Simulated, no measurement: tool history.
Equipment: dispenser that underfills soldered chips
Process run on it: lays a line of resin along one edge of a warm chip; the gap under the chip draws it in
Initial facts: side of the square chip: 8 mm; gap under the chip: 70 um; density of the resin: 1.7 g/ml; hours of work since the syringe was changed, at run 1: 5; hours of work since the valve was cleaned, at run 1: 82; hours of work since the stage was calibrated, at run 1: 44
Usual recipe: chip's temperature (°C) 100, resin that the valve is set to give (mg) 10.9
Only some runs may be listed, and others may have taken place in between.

| run | day | chip's temperature (°C) | resin that the valve is set to give (mg) | hours of work since the syringe was changed | hours of work since the valve was cleaned | hours of work since the stage was calibrated | time until the resin shows at the far edge (s) | resin that the valve gave (mg) |
|---|---|---|---|---|---|---|---|---|
| 1 | 0.000 | 100 | 10.9 | 5 | 82 | 44 | 69.9 | 10.37 |
|  | 0.129 | new syringe of resin |
| 2 | 0.175 | 100 | 10.9 | 1 | 84 | 47 | 48.1 | 10.27 |
| 3 | 0.508 | 100 | 10.9 | 6 | 89 | 52 | 73.8 | 10.16 |
|  | 0.608 | new syringe of resin |
| 4 | 0.833 | 100 | 10.9 | 3 | 94 | 57 | 58.5 | 10.26 |
|  | 1.079 | new syringe of resin |
| 5 | 1.212 | 100 | 10.9 | 2 | 100 | 63 | 51.8 | 10.19 |
| 6 | 1.433 | 112 | 10.9 | 5 | 103 | 66 | 48.4 | 10.13 |
|  | 1.579 | new syringe of resin |
| 7 | 1.600 | 112 | 10.9 | 0 | 106 | 68 | 31.6 | 10.11 |
| 8 | 1.900 | 100 | 10.9 | 5 | 110 | 73 | 70.0 | 10.13 |
|  | 2.054 | new syringe of resin |
| 9 | 2.088 | 100 | 10.9 | 0 | 113 | 76 | 46.5 | 10.11 |
| 10 | 2.408 | 100 | 10.9 | 5 | 118 | 81 | 73.1 | 10.08 |
|  | 2.533 | new syringe of resin |
| 11 | 2.600 | 100 | 9.4 | 1 | 121 | 83 | 50.4 | 8.59 |
|  | 2.821 | dispensing valve cleaned and set on the balance |
| 12 | 2.867 | 100 | 9.4 | 5 | 1 | 87 | 67.3 | 9.40 |
|  | 3.062 | new syringe of resin |
| 13 | 3.254 | 114 | 10.9 | 3 | 6 | 93 | 36.1 | 10.85 |
|  | 3.533 | new syringe of resin |
| 14 | 3.612 | 114 | 10.9 | 1 | 12 | 98 | 30.4 | 10.87 |
| 15 | 3.792 | 100 | 10.9 | 4 | 15 | 101 | 62.2 | 10.76 |
|  | 4.004 | new syringe of resin |
| 16 | 4.029 | 100 | 10.9 | 0 | 18 | 104 | 45.4 | 10.72 |
| 17 | 4.333 | 100 | 11.9 | 5 | 23 | 109 | 69.0 | 11.85 |
|  | 4.475 | new syringe of resin |
| 18 | 4.508 | 100 | 11.9 | 1 | 25 | 111 | 45.2 | 11.75 |
| 19 | 4.788 | 100 | 11.9 | 5 | 30 | 116 | 65.4 | 11.64 |
|  | 4.942 | new syringe of resin |
| 20 | 5.167 | 100 | 11.9 | 3 | 35 | 121 | 60.3 | 11.72 |
|  | 5.408 | new syringe of resin |
| 21 | 5.496 | 101 | 12.2 | 1 | 40 | 126 | 48.1 | 11.83 |
| 22 | 5.750 | 101 | 12.2 | 5 | 44 | 130 | 68.1 | 11.91 |
|  | 5.875 | new syringe of resin |
| 23 | 6.083 | 101 | 11.2 | 3 | 49 | 135 | 56.1 | 10.77 |
| 24 | 6.292 | 101 | 11.2 | 6 | 52 | 138 | 73.8 | 10.78 |
|  | 6.358 | new syringe of resin |
| 25 | 6.554 | 98 | 11.2 | 3 | 56 | 142 | 63.1 | 10.75 |
| 26 | 6.717 | 107 | 11.2 | 6 | 59 | 145 | 59.3 | 10.74 |
|  | 6.838 | new syringe of resin |
| 27 | 7.038 | 107 | 11.2 | 3 | 63 | 149 | 44.9 | 10.81 |
| 28 | 7.288 | 113 | 10.2 | 7 | 67 | 153 | 55.9 | 9.71 |
|  | 7.317 | new syringe of resin |
| 29 | 7.604 | 91 | 11.5 | 4 | 72 | 158 | 90.2 | 10.99 |
|  | 7.796 | new syringe of resin |
| 30 | 7.796 | 91 | 11.5 | 0 | 75 | 161 | 61.2 | 10.97 |
| 31 | 8.117 | 107 | 11.1 | 5 | 80 | 166 | 54.9 | 10.49 |
|  | 8.296 | new syringe of resin |
| 32 | 8.371 | 91 | 9.6 | 1 | 83 | 169 | 70.1 | 9.09 |
| 33 | 8.733 | 91 | 9.6 | 7 | 89 | 175 | 116.4 | 9.05 |
|  | 8.771 | new syringe of resin |
| 34 | 9.088 | 91 | 9.6 | 5 | 94 | 180 | 98.5 | 9.00 |
|  | 9.258 | new syringe of resin |
| 35 | 9.354 | 91 | 9.6 | 2 | 98 | 184 | 72.8 | 8.95 |

Some steps in time until the resin shows at the far edge (s) between neighbouring runs. How much of each would the tool show without its hidden state too (settings, what came in, random variation), and how much is left for the hidden state, with any gauge scatter that isn't in both results?
The tool's hidden condition here consists of: resin's viscosity, % of fresh resin's; dose that the valve gives, % of what is set; true chip temperature over the reading, C; drift of the gauge itself on fill_s, %; drift of the gauge itself on given_mg, %.
Run 2 -> 3: no setting touched and nothing written in the log between the runs. time until the resin shows at the far edge (s) +25.7: hidden state +26.7, all else -1.0.
Run 7 -> 8: chip's temperature (°C) 112 -> 100. time until the resin shows at the far edge (s) +38.4: hidden state +24.6, all else +13.8.
Run 28 -> 29: chip's temperature (°C) 113 -> 91, resin that the valve is set to give (mg) 10.2 -> 11.5, new syringe of resin. time until the resin shows at the far edge (s) +34.3: hidden state +4.5, all else +29.8.
Run 29 -> 30: new syringe of resin. time until the resin shows at the far edge (s) -29.0: hidden state -29.2, all else +0.2.
Run 32 -> 33: no setting touched and nothing written in the log between the runs. time until the resin shows at the far edge (s) +46.3: hidden state +45.6, all else +0.7.
